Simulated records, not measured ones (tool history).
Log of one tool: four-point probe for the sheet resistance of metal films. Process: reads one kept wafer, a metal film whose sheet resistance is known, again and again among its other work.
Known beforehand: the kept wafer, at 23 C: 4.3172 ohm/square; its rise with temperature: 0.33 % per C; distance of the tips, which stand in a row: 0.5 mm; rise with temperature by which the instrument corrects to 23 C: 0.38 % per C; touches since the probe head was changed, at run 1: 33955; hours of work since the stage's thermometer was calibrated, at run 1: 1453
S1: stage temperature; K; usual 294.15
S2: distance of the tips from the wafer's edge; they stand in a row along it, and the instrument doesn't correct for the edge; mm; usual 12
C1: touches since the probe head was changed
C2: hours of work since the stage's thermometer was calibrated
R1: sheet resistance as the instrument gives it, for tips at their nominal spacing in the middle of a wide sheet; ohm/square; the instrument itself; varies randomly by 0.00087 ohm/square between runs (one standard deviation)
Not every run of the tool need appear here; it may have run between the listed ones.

run 1 hour=0.0 | S1=294.15 S2=12 | C1=33955 C2=1453 | R1=4.340367
run 2 hour=72.3 | S1=294.15 S2=12 | C1=35710 C2=1504 | R1=4.338941
run 3 hour=134.4 | S1=294.15 S2=12 | C1=37218 C2=1547 | R1=4.341880
run 4 hour=205.3 | S1=294.15 S2=12 | C1=38937 C2=1596 | R1=4.339554
run 5 hour=268.5 | S1=298.15 S2=12 | C1=40471 C2=1640 | R1=4.333733
run 6 hour=342.5 | S1=294.15 S2=12 | C1=42268 C2=1691 | R1=4.342866
-- hour=387.6 stage's thermometer calibrated
run 7 hour=392.3 | S1=294.15 S2=12 | C1=43464 C2=3 | R1=4.343945
run 8 hour=450.8 | S1=294.15 S2=12 | C1=44884 C2=44 | R1=4.344861
run 9 hour=500.9 | S1=294.15 S2=12 | C1=46101 C2=79 | R1=4.345136
run 10 hour=571.4 | S1=294.15 S2=12 | C1=47811 C2=127 | R1=4.345331
run 11 hour=635.0 | S1=294.15 S2=12 | C1=49355 C2=172 | R1=4.346138
run 12 hour=708.3 | S1=294.15 S2=12 | C1=51134 C2=222 | R1=4.347645
run 13 hour=762.6 | S1=294.15 S2=73 | C1=52453 C2=260 | R1=4.341986
run 14 hour=795.8 | S1=297.15 S2=4 | C1=53258 C2=283 | R1=4.371323
run 15 hour=838.2 | S1=305.15 S2=34 | C1=54287 C2=313 | R1=4.319383
run 16 hour=901.4 | S1=308.15 S2=5 | C1=55822 C2=357 | R1=4.336304
run 17 hour=941.2 | S1=308.15 S2=5 | C1=56787 C2=384 | R1=4.336590
run 18 hour=976.8 | S1=306.15 S2=5 | C1=57651 C2=409 | R1=4.341566
run 19 hour=1024.2 | S1=306.15 S2=5 | C1=58801 C2=442 | R1=4.343401
run 20 hour=1074.5 | S1=298.15 S2=48 | C1=60024 C2=477 | R1=4.336170
run 21 hour=1105.1 | S1=294.15 S2=20 | C1=60765 C2=498 | R1=4.344470
run 22 hour=1169.3 | S1=294.15 S2=20 | C1=62324 C2=542 | R1=4.344762
run 23 hour=1231.3 | S1=294.15 S2=20 | C1=63827 C2=585 | R1=4.348028
run 24 hour=1294.8 | S1=306.15 S2=20 | C1=65370 C2=629 | R1=4.322375
run 25 hour=1353.9 | S1=300.15 S2=42 | C1=66805 C2=670 | R1=4.333567

Below, some changes in R1 between adjacent runs. For each, the amount present without the hidden state too (settings, incoming material, random variation) and the amount remaining for the hidden state with gauge scatter not shared by both compared results:
What the log doesn't record here: inner tips' distance over the nominal, %; tips' flats over new ones', %; wafer's true temperature over the reading, C; drift of the gauge itself on sheet_ohm, %.
Run 1 -> 2: nothing adjusted, nothing logged. R1 -0.001426 ohm/square: hidden state +0.000501, all else -0.001927.
Run 6 -> 7: stage's thermometer calibrated. R1 +0.001079 ohm/square: hidden state +0.002255, all else -0.001176.
Run 13 -> 14: S1 294.15 -> 297.15, S2 73 -> 4. R1 +0.029337 ohm/square: hidden state +0.000356, all else +0.028981.
Run 14 -> 15: S1 297.15 -> 305.15, S2 4 -> 34. R1 -0.051940 ohm/square: hidden state +0.000060, all else -0.052000.
